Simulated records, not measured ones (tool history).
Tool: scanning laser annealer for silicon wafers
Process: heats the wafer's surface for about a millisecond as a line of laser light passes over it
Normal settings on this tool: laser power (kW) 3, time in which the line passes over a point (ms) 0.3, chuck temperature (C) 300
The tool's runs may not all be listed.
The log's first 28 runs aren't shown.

| run | hour | laser power (kW) | time in which the line passes over a point (ms) | chuck temperature (C) | highest temperature of the surface (C) |
|---|---|---|---|---|---|
| 29 | 455.1 | 3 | 0.254 | 333 | 980 |
| 30 | 469 | 3 | 0.254 | 333 | 977 |
| 31 | 485.9 | 3.204 | 0.3 | 263 | 1017 |
| 32 | 495 | 2.584 | 0.3 | 300 | 882 |
| 33 | 507.4 | 2.584 | 0.3 | 300 | 883 |
| 34 | 526 | 3 | 0.28 | 300 | 971 |
| 35 | 546.6 | 2.643 | 0.352 | 307 | 951 |
| 36 | 561.7 | 2.643 | 0.352 | 307 | 950 |
| 37 | 577.5 | 2.646 | 0.226 | 306 | 828 |
| 38 | 586.5 | 2.646 | 0.226 | 306 | 825 |
| 39 | 601.9 | 2.722 | 0.3 | 336 | 946 |
| 40 | 619.4 | 2.833 | 0.29 | 300 | 932 |
| 41 | 637.8 | 2.577 | 0.299 | 300 | 872 |
| 42 | 650.5 | 2.577 | 0.299 | 300 | 872 |

Branching from run 42: 3 alternative next runs. What would each branch give?
| A | 660.9 | 2.555 | 0.292 | 309 | ? |
| B | 660.9 | 3.142 | 0.213 | 320 | ? |
| C | 660.9 | 2.899 | 0.249 | 308 | ? |

| run | highest temperature of the surface (C) |
|---|---|
| A | 867 |
| B | 932 |
| C | 907 |
What these runs would have given with no unlogged condition in the tool:
| run | highest temperature of the surface (C) |
|---|---|
| A | 894 |
| B | 961 |
| C | 935 |

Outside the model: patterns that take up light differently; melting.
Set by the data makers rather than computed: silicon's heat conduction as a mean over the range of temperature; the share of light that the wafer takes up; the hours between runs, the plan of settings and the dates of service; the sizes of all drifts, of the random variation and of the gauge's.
